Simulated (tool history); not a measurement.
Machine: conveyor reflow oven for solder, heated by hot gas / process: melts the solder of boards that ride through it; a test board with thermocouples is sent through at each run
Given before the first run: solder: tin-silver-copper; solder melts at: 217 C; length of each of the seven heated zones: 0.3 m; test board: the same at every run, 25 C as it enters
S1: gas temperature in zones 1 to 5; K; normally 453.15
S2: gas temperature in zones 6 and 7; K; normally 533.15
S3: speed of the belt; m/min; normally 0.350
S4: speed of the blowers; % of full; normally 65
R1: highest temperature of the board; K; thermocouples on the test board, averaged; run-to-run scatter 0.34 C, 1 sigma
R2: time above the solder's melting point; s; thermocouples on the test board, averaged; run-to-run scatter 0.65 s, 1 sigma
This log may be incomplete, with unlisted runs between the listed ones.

run 1 hour=0.0 | S1=453.15 S2=533.15 S3=0.350 S4=65 | R1=519.85 R2=76.9
run 2 hour=97.1 | S1=453.15 S2=533.15 S3=0.350 S4=87 | R1=525.05 R2=82.1
run 3 hour=138.1 | S1=453.15 S2=533.15 S3=0.350 S4=87 | R1=524.65 R2=83.4
run 4 hour=225.9 | S1=453.15 S2=533.15 S3=0.350 S4=65 | R1=520.15 R2=74.4
run 5 hour=271.1 | S1=453.15 S2=533.15 S3=0.350 S4=65 | R1=520.15 R2=75.3
run 6 hour=318.6 | S1=453.15 S2=533.15 S3=0.350 S4=65 | R1=520.15 R2=75.9
-- hour=361.0 flux residue cleaned out of gas plates and filters
-- hour=394.4 thermocouples of zones 6 and 7 changed
run 7 hour=396.3 | S1=453.15 S2=533.15 S3=0.350 S4=65 | R1=516.95 R2=70.9
run 8 hour=440.5 | S1=453.15 S2=533.15 S3=0.350 S4=65 | R1=516.45 R2=71.7
-- hour=517.9 flux residue cleaned out of gas plates and filters, once more
run 9 hour=522.8 | S1=453.15 S2=533.15 S3=0.350 S4=65 | R1=518.45 R2=74.1
run 10 hour=601.9 | S1=453.15 S2=533.15 S3=0.350 S4=65 | R1=518.85 R2=74.3
-- hour=622.0 belt drive overhauled, speed set with a stopwatch
run 11 hour=699.7 | S1=453.15 S2=533.15 S3=0.350 S4=65 | R1=517.65 R2=70.8
run 12 hour=745.0 | S1=453.15 S2=533.15 S3=0.350 S4=65 | R1=517.45 R2=70.8
run 13 hour=816.5 | S1=453.15 S2=533.15 S3=0.350 S4=65 | R1=518.25 R2=70.5
run 14 hour=862.1 | S1=453.15 S2=533.15 S3=0.350 S4=65 | R1=517.75 R2=71.2
run 15 hour=960.8 | S1=453.15 S2=533.15 S3=0.350 S4=65 | R1=517.65 R2=71.3
run 16 hour=1010.6 | S1=454.15 S2=533.15 S3=0.364 S4=65 | R1=516.95 R2=66.9
run 17 hour=1083.7 | S1=448.15 S2=546.15 S3=0.367 S4=65 | R1=525.85 R2=72.7
-- hour=1135.0 flux residue cleaned out of gas plates and filters
run 18 hour=1148.6 | S1=448.15 S2=546.15 S3=0.367 S4=65 | R1=527.45 R2=75.4
run 19 hour=1219.7 | S1=448.15 S2=546.15 S3=0.367 S4=65 | R1=527.85 R2=76.3
run 20 hour=1291.0 | S1=447.15 S2=533.15 S3=0.382 S4=63 | R1=514.55 R2=56.8
run 21 hour=1338.5 | S1=453.15 S2=533.15 S3=0.350 S4=87 | R1=523.95 R2=79.9
run 22 hour=1423.0 | S1=446.15 S2=533.15 S3=0.412 S4=55 | R1=507.05 R2=40.1
run 23 hour=1496.8 | S1=454.15 S2=537.15 S3=0.365 S4=52 | R1=516.45 R2=64.4
run 24 hour=1546.2 | S1=451.15 S2=526.15 S3=0.365 S4=75 | R1=514.45 R2=64.4
run 25 hour=1599.4 | S1=451.15 S2=526.15 S3=0.310 S4=52 | R1=512.95 R2=72.4
run 26 hour=1639.3 | S1=463.15 S2=521.15 S3=0.350 S4=65 | R1=511.45 R2=68.7
run 27 hour=1700.8 | S1=453.15 S2=540.15 S3=0.388 S4=65 | R1=520.95 R2=68.4
-- hour=1752.5 flux residue cleaned out of gas plates and filters
run 28 hour=1789.0 | S1=444.15 S2=529.15 S3=0.304 S4=50 | R1=515.15 R2=74.8
run 29 hour=1846.8 | S1=450.15 S2=529.15 S3=0.315 S4=50 | R1=515.15 R2=75.0
run 30 hour=1912.0 | S1=448.15 S2=542.15 S3=0.315 S4=50 | R1=525.85 R2=86.9

Pick out some run-to-run changes in R1. Of each, how much would a tool without hidden state show as well, from the settings, what came in and chance, and how much is left for the hidden state and any gauge scatter not in both results compared?
Hidden state present: heat that the gas passes to the board, % of a clean oven's; belt's true speed, % of the reading; true gas temperature in zones 6 and 7 over the reading, C; drift of the gauge itself on peak_c, C; drift of the gauge itself on liquid_s, %.
Run 6 -> 7: flux residue cleaned out of gas plates and filters, thermocouples of zones 6 and 7 changed. R1 -3.20 K: hidden state -3.10, all else -0.10.
Run 8 -> 9: flux residue cleaned out of gas plates and filters, once more. R1 +2.00 K: hidden state +1.90, all else +0.10.
Run 19 -> 20: S1 448.15 -> 447.15, S2 546.15 -> 533.15, S3 0.367 -> 0.382, S4 65 -> 63. R1 -13.30 K: hidden state -0.10, all else -13.20.
Run 21 -> 22: S1 453.15 -> 446.15, S3 0.350 -> 0.412, S4 87 -> 55. R1 -16.90 K: hidden state -0.20, all else -16.70.
Run 27 -> 28: S1 453.15 -> 444.15, S2 540.15 -> 529.15, S3 0.388 -> 0.304, S4 65 -> 50, flux residue cleaned out of gas plates and filters. R1 -5.80 K: hidden state +2.00, all else -7.80.
Run 29 -> 30: S1 450.15 -> 448.15, S2 529.15 -> 542.15. R1 +10.70 K: hidden state +0.10, all else +10.60.

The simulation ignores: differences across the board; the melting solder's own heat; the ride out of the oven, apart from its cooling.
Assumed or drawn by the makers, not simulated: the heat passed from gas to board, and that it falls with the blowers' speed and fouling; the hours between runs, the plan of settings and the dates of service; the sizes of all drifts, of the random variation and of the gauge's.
